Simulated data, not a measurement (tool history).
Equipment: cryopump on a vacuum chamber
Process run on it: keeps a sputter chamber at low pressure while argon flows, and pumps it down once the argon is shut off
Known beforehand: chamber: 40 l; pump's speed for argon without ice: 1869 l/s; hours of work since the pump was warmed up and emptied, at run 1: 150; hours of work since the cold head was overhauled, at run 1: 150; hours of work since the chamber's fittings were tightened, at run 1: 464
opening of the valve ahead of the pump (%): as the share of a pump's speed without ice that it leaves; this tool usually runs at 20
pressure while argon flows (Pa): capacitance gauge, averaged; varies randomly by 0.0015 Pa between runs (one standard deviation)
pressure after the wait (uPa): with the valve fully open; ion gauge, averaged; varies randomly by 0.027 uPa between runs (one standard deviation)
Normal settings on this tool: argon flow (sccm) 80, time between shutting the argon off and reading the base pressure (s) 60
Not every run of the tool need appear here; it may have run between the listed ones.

run	day	argon flow (sccm)	time between shutting the argon off and reading the base pressure (s)	opening of the valve ahead of the pump (%)	hours of work since the pump was warmed up and emptied	hours of work since the cold head was overhauled	hours of work since the chamber's fittings were tightened	pressure while argon flows (Pa)	pressure after the wait (uPa)
1	0.000	80	60	20	150	150	464	0.3696	1.37
2	1.329	80	60	20	171	171	485	0.3734	1.44
3	2.454	80	43	20	188	188	503	0.3744	1.86
4	3.783	80	43	20	209	209	524	0.3726	1.88
5	5.425	80	43	26	235	235	550	0.2929	1.89
6	6.900	80	43	26	258	258	573	0.2960	1.87
7	9.362	90	232	23	297	297	611	0.3752	0.69
8	10.996	90	232	23	323	323	637	0.3760	0.73
9	13.183	80	133	48	357	357	671	0.1757	0.93
# day 14.475: pump warmed up, emptied and cooled again
10	14.946	46	133	19	7	381	696	0.2206	0.78

Branching from run 10: 5 alternative next runs. What would each branch give?
A	16.133	40	177	17	26	400	715	?	?
B	16.133	37	133	17	26	400	715	?	?
C	16.133	80	29	21	26	400	715	?	?
D	16.133	57	43	18	26	400	715	?	?
E	16.133	144	60	21	26	400	715	?	?

run	pressure while argon flows (Pa)	pressure after the wait (uPa)
A	0.2148	0.69
B	0.1981	0.84
C	0.3471	2.56
D	0.2879	1.87
E	0.6228	1.39
The same runs, with their run-to-run variation unchanged, on a tool lacking any hidden condition would have given:
run	pressure while argon flows (Pa)	pressure after the wait (uPa)
A	0.2139	0.50
B	0.1973	0.66
C	0.3453	2.38
D	0.2866	1.68
E	0.6195	1.21
